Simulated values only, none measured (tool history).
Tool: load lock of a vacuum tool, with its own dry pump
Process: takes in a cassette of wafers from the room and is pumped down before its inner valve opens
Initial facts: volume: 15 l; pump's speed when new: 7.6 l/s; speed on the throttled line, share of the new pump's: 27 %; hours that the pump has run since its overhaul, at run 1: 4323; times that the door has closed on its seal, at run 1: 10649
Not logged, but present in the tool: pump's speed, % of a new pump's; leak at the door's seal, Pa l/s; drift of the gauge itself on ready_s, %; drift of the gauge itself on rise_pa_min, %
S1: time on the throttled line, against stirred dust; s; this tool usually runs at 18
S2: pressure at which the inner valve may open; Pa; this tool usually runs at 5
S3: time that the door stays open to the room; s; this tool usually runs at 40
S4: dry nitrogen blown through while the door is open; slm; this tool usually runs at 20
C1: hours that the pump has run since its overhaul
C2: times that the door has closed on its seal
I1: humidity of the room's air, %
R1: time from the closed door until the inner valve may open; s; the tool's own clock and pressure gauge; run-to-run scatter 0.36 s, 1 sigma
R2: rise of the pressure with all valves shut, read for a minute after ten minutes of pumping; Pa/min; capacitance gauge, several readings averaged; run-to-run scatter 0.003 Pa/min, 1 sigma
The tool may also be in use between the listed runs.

run    hour  S1  S2   S3  S4    C1     C2    I1    R1     R2
  1       0  18   5   40  20  4323  10649  45.6  34.6   0.09
  2   701.1  18   5   40  20  5024  12730  47.9  34.5  0.102
  3  1103.3  18   5   43  20  5426  13924  46.1  35.1  0.113
  4    1440  18   5   40  20  5763  14923  43.2  34.7  0.116
  5  2068.1  18   5   40  20  6391  16787  43.7  35.3  0.123
  6  2729.8  18   5   40  20  7053  18752  43.1  35.5   0.14
  7  3405.7  18   5   40  20  7729  20758  45.5  36.2  0.153
  8  3954.2  18   5   40  20  8277  22386  44.6  36.9  0.162
  9  4653.5  18   5   40   6  8976  24462  47.1  37.1    0.2
 10  5143.7  12   5   34   6  9467  25917  46.2  32.7  0.209
     5855.6  -- dry pump taken out, an overhauled one fitted
 11  5855.6  12   5   34   6     0  28012  43.2  28.7  0.228
 12  6369.2  12   5   34   6   514  29537  42.4  28.4  0.244
 13  6689.1  12   5   34   6   834  30486  43.7  29.4  0.244
 14  7146.6  18   5   40  22  1291  31844  47.7  33.3  0.261
 15  7582.7  20   6  109  22  1727  33139  44.1  34.6  0.287
 16    8283  20   6  109  22  2427  35217  43.4    35  0.303
 17  8640.6  20   6  109  22  2785  36279  44.7  35.3  0.325

Alternative continuations, all from the tool just after run 17; predict every row:
  A  9080.7  18   4   40  15  3225  37585  48.4   ?   ?
  B  9080.7  20   6  109  10  3225  37585  42.4   ?   ?
  C  9080.7  25   5   40  20  3225  37585  44.5   ?   ?
  D  9080.7  20   6   34  22  3225  37585  44.7   ?   ?

run    R1     R2
  A  34.1  0.322
  B  34.3  0.352
  C  38.1  0.321
  D  35.2  0.307
Had the tool no hidden state, the same runs would have come out as:
run    R1     R2
  A    33  0.059
  B  33.3  0.086
  C  37.2  0.055
  D  34.2  0.041
